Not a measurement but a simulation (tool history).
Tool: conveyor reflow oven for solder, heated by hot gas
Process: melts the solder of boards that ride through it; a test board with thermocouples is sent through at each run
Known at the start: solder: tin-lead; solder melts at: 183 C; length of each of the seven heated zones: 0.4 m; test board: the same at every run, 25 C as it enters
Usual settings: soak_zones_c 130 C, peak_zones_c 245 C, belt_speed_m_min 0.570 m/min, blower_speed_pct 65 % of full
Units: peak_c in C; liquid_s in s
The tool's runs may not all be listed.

| run | hour | soak_zones_c | peak_zones_c | belt_speed_m_min | blower_speed_pct | peak_c | liquid_s |
|---|---|---|---|---|---|---|---|
| 1 | 0.0 | 130 | 245 | 0.570 | 65 | 224.3 | 65.4 |
| 2 | 11.0 | 130 | 245 | 0.570 | 86 | 228.5 | 69.2 |
| 3 | 26.5 | 130 | 245 | 0.570 | 86 | 228.8 | 68.8 |
| 4 | 37.6 | 123 | 245 | 0.570 | 65 | 223.3 | 62.5 |
| 5 | 47.8 | 130 | 259 | 0.570 | 65 | 236.6 | 73.3 |
| 6 | 54.7 | 130 | 236 | 0.570 | 65 | 216.8 | 59.5 |
| 7 | 63.6 | 130 | 236 | 0.570 | 65 | 216.9 | 59.4 |
| 8 | 74.2 | 140 | 245 | 0.570 | 65 | 226.3 | 70.6 |
| 9 | 85.0 | 140 | 245 | 0.570 | 65 | 226.2 | 70.5 |
| 10 | 97.2 | 140 | 245 | 0.570 | 65 | 226.1 | 70.5 |
| 11 | 106.0 | 140 | 245 | 0.570 | 65 | 226.5 | 70.3 |
| 12 | 118.3 | 130 | 245 | 0.499 | 65 | 229.3 | 79.0 |
| 13 | 130.7 | 130 | 245 | 0.499 | 65 | 229.3 | 79.4 |
| 14 | 141.3 | 124 | 245 | 0.570 | 64 | 223.2 | 62.4 |
| 15 | 152.7 | 132 | 245 | 0.570 | 62 | 224.4 | 65.8 |
| 16 | 166.8 | 140 | 257 | 0.655 | 58 | 228.6 | 62.3 |
| 17 | 174.5 | 121 | 257 | 0.606 | 84 | 235.2 | 66.1 |
| 18 | 184.9 | 121 | 257 | 0.606 | 84 | 235.5 | 66.0 |
| 19 | 192.6 | 130 | 239 | 0.608 | 80 | 220.3 | 58.2 |
| 20 | 201.5 | 141 | 238 | 0.527 | 70 | 224.0 | 75.4 |

The next listed run, before its measurement:
| 21 | 210.9 | 141 | 238 | 0.527 | 70 | ? | ? |

{"run 21": {"peak_c": 223.8, "liquid_s": 75.3}}
Without the tool's hidden state the same run would have given peak_c 223.8 C, liquid_s 75.3 s.

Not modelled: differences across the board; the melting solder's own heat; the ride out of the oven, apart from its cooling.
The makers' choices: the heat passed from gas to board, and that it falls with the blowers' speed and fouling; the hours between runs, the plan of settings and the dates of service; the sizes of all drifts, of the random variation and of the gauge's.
